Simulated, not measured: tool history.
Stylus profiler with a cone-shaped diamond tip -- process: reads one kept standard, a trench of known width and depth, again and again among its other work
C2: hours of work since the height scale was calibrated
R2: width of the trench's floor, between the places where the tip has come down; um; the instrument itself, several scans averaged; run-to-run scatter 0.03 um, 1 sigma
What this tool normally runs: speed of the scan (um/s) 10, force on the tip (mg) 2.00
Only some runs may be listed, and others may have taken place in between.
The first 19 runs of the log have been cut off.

Run 20, hour 309.3: usual settings but speed of the scan (um/s) 30, force on the tip (mg) 1.96; scans with this tip 3219; C2 295. Result: depth of the trench (Å) 5036.6, R2 15.48 um.
Run 21, hour 319.2: usual settings but speed of the scan (um/s) 34, force on the tip (mg) 2.75; scans with this tip 3268; C2 300. Result: depth of the trench (Å) 5043.2, R2 15.57 um.
Run 22, hour 335.9: usual settings but speed of the scan (um/s) 34, force on the tip (mg) 2.75; scans with this tip 3351; C2 308. Result: depth of the trench (Å) 5043.8, R2 15.58 um.
Run 23, hour 346.7: usual settings but speed of the scan (um/s) 3, force on the tip (mg) 2.39; scans with this tip 3405; C2 312. Result: depth of the trench (Å) 5037.8, R2 15.66 um.
Run 24, hour 364.1: usual settings but speed of the scan (um/s) 3, force on the tip (mg) 2.39; scans with this tip 3491; C2 320. Result: depth of the trench (Å) 5038.4, R2 15.62 um.
Run 25, hour 378.6: usual settings but speed of the scan (um/s) 29, force on the tip (mg) 3.08; scans with this tip 3563; C2 327. Result: depth of the trench (Å) 5045.7, R2 15.52 um.
Run 26, hour 391.0: usual settings but speed of the scan (um/s) 18, force on the tip (mg) 2.40; scans with this tip 3625; C2 333. Result: depth of the trench (Å) 5040.9, R2 15.58 um.
Run 27, hour 410.1: usual settings but speed of the scan (um/s) 18, force on the tip (mg) 2.40; scans with this tip 3720; C2 341. Result: depth of the trench (Å) 5037.9, R2 15.61 um.
Run 28, hour 419.4: usual settings but speed of the scan (um/s) 7, force on the tip (mg) 5.46; scans with this tip 3766; C2 346. Result: depth of the trench (Å) 5064.8, R2 15.68 um.
Run 29, hour 435.4: usual settings but speed of the scan (um/s) 7, force on the tip (mg) 5.46; scans with this tip 3846; C2 353. Result: depth of the trench (Å) 5066.9, R2 15.61 um.
Run 30, hour 455.3: usual settings but speed of the scan (um/s) 18, force on the tip (mg) 3.92; scans with this tip 3945; C2 362. Result: depth of the trench (Å) 5054.2, R2 15.57 um.
Run 31, hour 475.5: usual settings but speed of the scan (um/s) 2, force on the tip (mg) 1.44; scans with this tip 4045; C2 371. Result: depth of the trench (Å) 5026.3, R2 15.66 um.
Run 32, hour 497.9: usual settings but speed of the scan (um/s) 2, force on the tip (mg) 1.44; scans with this tip 4157; C2 381. Result: depth of the trench (Å) 5026.8, R2 15.60 um.
Run 33, hour 515.4: usual settings but speed of the scan (um/s) 12; scans with this tip 4244; C2 389. Result: depth of the trench (Å) 5032.3, R2 15.61 um.

Branching from run 33: 4 alternative next runs. What would each branch give?
Run A, hour 526.1: usual settings but speed of the scan (um/s) 5; scans with this tip 4297; C2 394. Result: depth of the trench (Å) ?, R2 ?.
Run B, hour 526.1: usual settings but force on the tip (mg) 2.58; scans with this tip 4297; C2 394. Result: depth of the trench (Å) ?, R2 ?.
Run C, hour 526.1: usual settings but speed of the scan (um/s) 5, force on the tip (mg) 5.55; scans with this tip 4297; C2 394. Result: depth of the trench (Å) ?, R2 ?.
Run D, hour 526.1: usual settings; scans with this tip 4297; C2 394. Result: depth of the trench (Å) ?, R2 ?.

run  depth of the trench (Å)     R2
  A                   5031.9  15.59
  B                   5040.8  15.62
  C                   5063.9  15.65
  D                   5033.8  15.61
Take away the tool's hidden state, keep each run's random variation, and the runs would have read:
run  depth of the trench (Å)     R2
  A                   5031.8  15.60
  B                   5040.7  15.62
  C                   5063.9  15.66
  D                   5033.8  15.61

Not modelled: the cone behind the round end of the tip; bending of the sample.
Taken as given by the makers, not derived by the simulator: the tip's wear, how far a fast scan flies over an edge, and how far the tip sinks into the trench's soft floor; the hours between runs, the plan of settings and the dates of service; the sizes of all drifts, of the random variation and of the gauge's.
